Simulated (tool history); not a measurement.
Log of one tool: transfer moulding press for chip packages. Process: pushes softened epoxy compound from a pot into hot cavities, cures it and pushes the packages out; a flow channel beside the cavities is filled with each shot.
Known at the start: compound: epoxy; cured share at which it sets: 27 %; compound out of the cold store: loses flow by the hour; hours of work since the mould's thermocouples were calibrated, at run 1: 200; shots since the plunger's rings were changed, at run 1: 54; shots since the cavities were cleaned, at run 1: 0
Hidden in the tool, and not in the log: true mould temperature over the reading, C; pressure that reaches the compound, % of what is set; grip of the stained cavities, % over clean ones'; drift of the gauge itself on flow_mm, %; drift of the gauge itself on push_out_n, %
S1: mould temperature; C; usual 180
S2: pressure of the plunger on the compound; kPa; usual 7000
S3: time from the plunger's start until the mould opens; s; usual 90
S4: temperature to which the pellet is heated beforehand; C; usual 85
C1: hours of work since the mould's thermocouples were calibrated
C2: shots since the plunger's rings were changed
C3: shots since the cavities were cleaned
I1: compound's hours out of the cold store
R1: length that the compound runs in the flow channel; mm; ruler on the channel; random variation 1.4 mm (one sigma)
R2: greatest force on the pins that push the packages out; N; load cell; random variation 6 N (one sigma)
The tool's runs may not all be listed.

{"run": 1, "hour": 0.0, "S1": 180, "S2": 7000, "S3": 90, "S4": 85, "C1": 200, "C2": 54, "C3": 0, "I1": 38.8, "R1": 543, "R2": 227}
{"run": 2, "hour": 55.0, "S1": 180, "S2": 8140, "S3": 90, "S4": 85, "C1": 229, "C2": 683, "C3": 629, "I1": 14.5, "R1": 667, "R2": 232}
{"hour": 92.2, "done": "cavities cleaned with cleaning compound and waxed"}
{"run": 3, "hour": 122.1, "S1": 180, "S2": 7000, "S3": 90, "S4": 85, "C1": 264, "C2": 1433, "C3": 341, "I1": 47.1, "R1": 517, "R2": 206}
{"run": 4, "hour": 162.4, "S1": 180, "S2": 7000, "S3": 90, "S4": 85, "C1": 286, "C2": 1895, "C3": 803, "I1": 47.3, "R1": 520, "R2": 236}
{"hour": 183.3, "done": "cavities cleaned with cleaning compound and waxed"}
{"run": 5, "hour": 202.8, "S1": 180, "S2": 7000, "S3": 90, "S4": 85, "C1": 307, "C2": 2340, "C3": 223, "I1": 47.7, "R1": 519, "R2": 221}
{"hour": 232.2, "done": "plunger's sealing rings changed"}
{"run": 6, "hour": 240.2, "S1": 180, "S2": 7000, "S3": 90, "S4": 85, "C1": 325, "C2": 91, "C3": 622, "I1": 23.6, "R1": 591, "R2": 241}
{"hour": 276.4, "done": "cavities cleaned with cleaning compound and waxed"}
{"run": 7, "hour": 309.8, "S1": 184, "S2": 7000, "S3": 90, "S4": 85, "C1": 362, "C2": 870, "C3": 381, "I1": 17.2, "R1": 602, "R2": 220}
{"hour": 366.7, "done": "cavities cleaned with cleaning compound and waxed"}
{"run": 8, "hour": 387.2, "S1": 180, "S2": 7000, "S3": 90, "S4": 85, "C1": 402, "C2": 1738, "C3": 234, "I1": 11.7, "R1": 628, "R2": 228}
{"run": 9, "hour": 453.2, "S1": 180, "S2": 7000, "S3": 90, "S4": 85, "C1": 438, "C2": 2494, "C3": 990, "I1": 39.7, "R1": 540, "R2": 217}
{"hour": 460.5, "done": "cavities cleaned with cleaning compound and waxed"}
{"hour": 474.2, "done": "plunger's sealing rings changed"}
{"run": 10, "hour": 512.7, "S1": 180, "S2": 7000, "S3": 90, "S4": 82, "C1": 468, "C2": 440, "C3": 568, "I1": 13.2, "R1": 624, "R2": 234}
{"hour": 556.3, "done": "cavities cleaned with cleaning compound and waxed"}
{"run": 11, "hour": 576.9, "S1": 180, "S2": 7000, "S3": 90, "S4": 85, "C1": 501, "C2": 1157, "C3": 235, "I1": 29.5, "R1": 571, "R2": 229}
{"run": 12, "hour": 617.2, "S1": 180, "S2": 7000, "S3": 90, "S4": 85, "C1": 523, "C2": 1618, "C3": 696, "I1": 25.7, "R1": 579, "R2": 233}
{"hour": 648.8, "done": "cavities cleaned with cleaning compound and waxed"}
{"run": 13, "hour": 680.7, "S1": 180, "S2": 7000, "S3": 91, "S4": 85, "C1": 556, "C2": 2328, "C3": 365, "I1": 11.1, "R1": 628, "R2": 240}
{"hour": 711.3, "done": "plunger's sealing rings changed"}
{"run": 14, "hour": 718.1, "S1": 180, "S2": 7000, "S3": 91, "S4": 85, "C1": 575, "C2": 77, "C3": 763, "I1": 25.6, "R1": 581, "R2": 227}
{"hour": 743.5, "done": "cavities cleaned with cleaning compound and waxed"}
{"run": 15, "hour": 785.0, "S1": 178, "S2": 8620, "S3": 100, "S4": 89, "C1": 610, "C2": 825, "C3": 474, "I1": 11.1, "R1": 703, "R2": 226}
{"hour": 802.0, "done": "mould's thermocouples calibrated"}
{"hour": 839.6, "done": "cavities cleaned with cleaning compound and waxed"}
{"run": 16, "hour": 845.7, "S1": 173, "S2": 7000, "S3": 90, "S4": 85, "C1": 23, "C2": 1480, "C3": 70, "I1": 14.1, "R1": 633, "R2": 326}
{"run": 17, "hour": 911.4, "S1": 173, "S2": 6650, "S3": 90, "S4": 86, "C1": 58, "C2": 2232, "C3": 822, "I1": 27.7, "R1": 575, "R2": 310}
{"hour": 929.4, "done": "cavities cleaned with cleaning compound and waxed"}
{"hour": 951.6, "done": "plunger's sealing rings changed"}
{"run": 18, "hour": 977.5, "S1": 177, "S2": 6440, "S3": 90, "S4": 90, "C1": 91, "C2": 296, "C3": 521, "I1": 42.3, "R1": 518, "R2": 247}
{"hour": 1027.3, "done": "cavities cleaned with cleaning compound and waxed"}
{"run": 19, "hour": 1033.7, "S1": 177, "S2": 6440, "S3": 94, "S4": 80, "C1": 120, "C2": 922, "C3": 73, "I1": 25.2, "R1": 562, "R2": 243}
{"run": 20, "hour": 1113.7, "S1": 177, "S2": 6440, "S3": 94, "S4": 76, "C1": 163, "C2": 1838, "C3": 989, "I1": 25.5, "R1": 564, "R2": 245}
{"hour": 1119.3, "done": "cavities cleaned with cleaning compound and waxed"}
{"run": 21, "hour": 1155.5, "S1": 177, "S2": 6170, "S3": 94, "S4": 76, "C1": 185, "C2": 2299, "C3": 415, "I1": 28, "R1": 546, "R2": 236}
{"hour": 1188.5, "done": "plunger's sealing rings changed"}
{"hour": 1215.6, "done": "cavities cleaned with cleaning compound and waxed"}
{"run": 22, "hour": 1219.7, "S1": 174, "S2": 5350, "S3": 90, "S4": 76, "C1": 217, "C2": 341, "C3": 48, "I1": 38.2, "R1": 485, "R2": 296}
{"run": 23, "hour": 1295.5, "S1": 179, "S2": 7790, "S3": 71, "S4": 85, "C1": 258, "C2": 1207, "C3": 914, "I1": 34.9, "R1": 589, "R2": 332}
{"hour": 1306.9, "done": "cavities cleaned with cleaning compound and waxed"}
{"run": 24, "hour": 1374.5, "S1": 179, "S2": 7790, "S3": 71, "S4": 85, "C1": 299, "C2": 2095, "C3": 775, "I1": 33.3, "R1": 592, "R2": 321}
{"hour": 1396.2, "done": "cavities cleaned with cleaning compound and waxed"}
{"hour": 1425.4, "done": "plunger's sealing rings changed"}
{"run": 25, "hour": 1452.6, "S1": 180, "S2": 6980, "S3": 90, "S4": 78, "C1": 339, "C2": 311, "C3": 617, "I1": 37.9, "R1": 541, "R2": 230}
{"hour": 1487.2, "done": "cavities cleaned with cleaning compound and waxed"}
{"run": 26, "hour": 1518.3, "S1": 183, "S2": 7000, "S3": 87, "S4": 85, "C1": 373, "C2": 1045, "C3": 355, "I1": 15.8, "R1": 605, "R2": 226}

Forecast each of these 3 alternatives for the next run:
{"run": "A", "hour": 1567.7, "S1": 172, "S2": 8740, "S3": 113, "S4": 85, "C1": 400, "C2": 1611, "C3": 921, "I1": 40.7, "R1": "?", "R2": "?"}
{"run": "B", "hour": 1567.7, "S1": 183, "S2": 6790, "S3": 87, "S4": 85, "C1": 400, "C2": 1611, "C3": 921, "I1": 28.3, "R1": "?", "R2": "?"}
{"run": "C", "hour": 1567.7, "S1": 174, "S2": 7000, "S3": 87, "S4": 76, "C1": 400, "C2": 1611, "C3": 921, "I1": 13.1, "R1": "?", "R2": "?"}

run=A R1=612 R2=232
run=B R1=560 R2=225
run=C R1=635 R2=335
Without the tool's hidden state the same runs would have given:
run=A R1=613 R2=227
run=B R1=561 R2=221
run=C R1=635 R2=328

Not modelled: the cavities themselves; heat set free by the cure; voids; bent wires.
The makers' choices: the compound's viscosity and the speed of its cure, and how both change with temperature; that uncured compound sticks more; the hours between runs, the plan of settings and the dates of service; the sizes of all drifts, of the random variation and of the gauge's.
